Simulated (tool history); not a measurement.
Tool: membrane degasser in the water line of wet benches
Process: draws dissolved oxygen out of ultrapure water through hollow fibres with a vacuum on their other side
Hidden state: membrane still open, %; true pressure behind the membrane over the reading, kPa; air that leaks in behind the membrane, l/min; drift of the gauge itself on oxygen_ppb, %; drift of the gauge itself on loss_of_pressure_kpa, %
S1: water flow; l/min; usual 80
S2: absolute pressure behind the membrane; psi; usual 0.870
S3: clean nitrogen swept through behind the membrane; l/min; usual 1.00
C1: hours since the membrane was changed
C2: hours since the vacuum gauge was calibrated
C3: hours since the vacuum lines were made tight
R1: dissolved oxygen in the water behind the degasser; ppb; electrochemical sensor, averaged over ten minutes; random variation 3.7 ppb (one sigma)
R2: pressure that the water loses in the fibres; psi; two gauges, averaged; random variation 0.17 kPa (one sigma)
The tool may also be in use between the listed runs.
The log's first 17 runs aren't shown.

{"run": 18, "day": 25.479, "S1": 80, "S2": 1.711, "S3": 1.24, "C1": 2465, "C2": 3258, "C3": 1572, "R1": 1017.2, "R2": 9.426}
{"run": 19, "day": 26.458, "S1": 80, "S2": 1.711, "S3": 1.24, "C1": 2489, "C2": 3282, "C3": 1596, "R1": 1011.3, "R2": 9.411}
{"run": 20, "day": 28.696, "S1": 62, "S2": 1.829, "S3": 2.93, "C1": 2542, "C2": 3335, "C3": 1649, "R1": 452.5, "R2": 7.329}
{"run": 21, "day": 29.979, "S1": 80, "S2": 0.541, "S3": 2.38, "C1": 2573, "C2": 3366, "C3": 1680, "R1": 144.5, "R2": 9.446}
{"run": 22, "day": 31.429, "S1": 57, "S2": 1.649, "S3": 1.32, "C1": 2608, "C2": 3401, "C3": 1715, "R1": 686.5, "R2": 6.709}
{"run": 23, "day": 32.65, "S1": 57, "S2": 1.552, "S3": 1.32, "C1": 2637, "C2": 3430, "C3": 1744, "R1": 645.6, "R2": 6.743}
{"run": 24, "day": 34.021, "S1": 57, "S2": 1.552, "S3": 1.32, "C1": 2670, "C2": 3463, "C3": 1777, "R1": 631.9, "R2": 6.727}
{"run": 25, "day": 34.929, "S1": 57, "S2": 1.552, "S3": 1.32, "C1": 2692, "C2": 3485, "C3": 1799, "R1": 642.1, "R2": 6.77}
{"run": 26, "day": 36.954, "S1": 64, "S2": 1.887, "S3": 2.35, "C1": 2741, "C2": 3534, "C3": 1848, "R1": 582.7, "R2": 7.575}
{"run": 27, "day": 38.225, "S1": 64, "S2": 1.887, "S3": 2.35, "C1": 2771, "C2": 3564, "C3": 1878, "R1": 587.4, "R2": 7.599}
{"run": 28, "day": 40.025, "S1": 66, "S2": 0.883, "S3": 2.5, "C1": 2814, "C2": 3607, "C3": 1921, "R1": 216.1, "R2": 7.822}
{"run": 29, "day": 41.642, "S1": 66, "S2": 0.883, "S3": 2.5, "C1": 2853, "C2": 3646, "C3": 1960, "R1": 215.1, "R2": 7.828}
{"run": 30, "day": 42.675, "S1": 80, "S2": 1.067, "S3": 1.99, "C1": 2878, "C2": 3671, "C3": 1985, "R1": 429.6, "R2": 9.455}
{"run": 31, "day": 44.925, "S1": 80, "S2": 0.87, "S3": 0.82, "C1": 2932, "C2": 3725, "C3": 2039, "R1": 542.5, "R2": 9.475}
{"run": 32, "day": 46.012, "S1": 106, "S2": 1.826, "S3": 1.87, "C1": 2958, "C2": 3751, "C3": 2065, "R1": 1133.8, "R2": 12.585}

4 ways to go on from here, each from the tool as it stands after run 32. What would each give?
{"run": "A", "day": 48.138, "S1": 80, "S2": 1.826, "S3": 1.87, "C1": 3009, "C2": 3802, "C3": 2116, "R1": "?", "R2": "?"}
{"run": "B", "day": 48.138, "S1": 125, "S2": 1.826, "S3": 1.5, "C1": 3009, "C2": 3802, "C3": 2116, "R1": "?", "R2": "?"}
{"run": "C", "day": 48.138, "S1": 58, "S2": 1.826, "S3": 1.87, "C1": 3009, "C2": 3802, "C3": 2116, "R1": "?", "R2": "?"}
{"run": "D", "day": 48.138, "S1": 106, "S2": 1.826, "S3": 1.94, "C1": 3009, "C2": 3802, "C3": 2116, "R1": "?", "R2": "?"}

run=A R1=836.6 R2=9.462
run=B R1=1494.7 R2=14.791
run=C R1=611.8 R2=6.853
run=D R1=1092.3 R2=12.586
Without the tool's hidden state the same runs would have given:
run=A R1=807.1 R2=9.345
run=B R1=1447.8 R2=14.605
run=C R1=589.9 R2=6.767
run=D R1=1055.4 R2=12.428
